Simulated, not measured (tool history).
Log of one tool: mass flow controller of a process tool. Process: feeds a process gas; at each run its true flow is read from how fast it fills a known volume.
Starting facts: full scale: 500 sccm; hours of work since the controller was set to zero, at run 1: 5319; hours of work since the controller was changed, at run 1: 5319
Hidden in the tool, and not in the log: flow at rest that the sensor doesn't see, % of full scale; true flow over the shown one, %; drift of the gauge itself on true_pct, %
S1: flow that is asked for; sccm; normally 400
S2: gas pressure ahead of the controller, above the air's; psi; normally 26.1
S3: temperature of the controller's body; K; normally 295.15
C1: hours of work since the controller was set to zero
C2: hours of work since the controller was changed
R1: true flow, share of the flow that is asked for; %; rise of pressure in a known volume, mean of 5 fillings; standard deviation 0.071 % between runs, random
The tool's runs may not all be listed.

run,hour,S1,S2,S3,C1,C2,R1
1,0,400,26.1,295.15,5319,5319,98.84
2,101,400,26.1,295.15,5388,5388,98.68
# hour 177.9: controller's zero set anew
3,287,400,26.1,295.15,75,5515,99.27
4,431.6,400,26.1,295.15,174,5614,99.19
5,554.6,400,26.1,295.15,258,5698,99.19
# hour 597.5: controller's zero set anew, once more
6,710.6,63,26.1,295.15,77,5805,97.24
7,854.3,63,26.1,295.15,176,5903,97.49
8,999.1,400,26.1,295.15,275,6002,97.79
9,1099,400,26.1,295.15,343,6070,97.81
10,1260.6,61,26.1,295.15,454,6181,97.57
11,1476.7,61,26.1,295.15,602,6329,97.52
12,1649.5,61,37.6,295.15,720,6447,98.15
13,1763.2,61,37.6,295.15,798,6525,98.21
14,1945.6,267,21.8,295.15,922,6650,97.4
# hour 2092: controller exchanged for a calibrated one
15,2122.8,312,26.1,295.15,21,21,99.74
16,2246,205,35.2,295.15,105,105,99.71
17,2423.3,205,35.2,295.15,227,227,99.76
18,2611.1,437,33.9,313.15,355,355,98.91
19,2737.6,265,35,307.15,442,442,99.01
20,2935.5,155,39.9,305.15,577,577,99.23
21,3039.1,117,35.4,295.15,648,648,99.68
22,3197.6,117,35.4,295.15,757,757,99.73
23,3371.4,168,24.1,295.15,875,875,99.29
24,3547.9,197,31,295.15,996,996,99.5

5 options for the next run, each taken on its own from the tool as it stands now. Forecast them:
A,3725.7,197,23.6,308.15,1118,1118,?
B,3725.7,327,36,301.15,1118,1118,?
C,3725.7,400,24.8,295.15,1118,1118,?
D,3725.7,400,36.1,295.15,1118,1118,?
E,3725.7,117,21,304.15,1118,1118,?

run,R1
A,98.37
B,99.32
C,99.57
D,99.99
E,98.62
With the hidden condition removed and each run's random variation left untouched, the same runs would have given:
run,R1
A,98.41
B,99.51
C,99.8
D,100.21
E,98.4
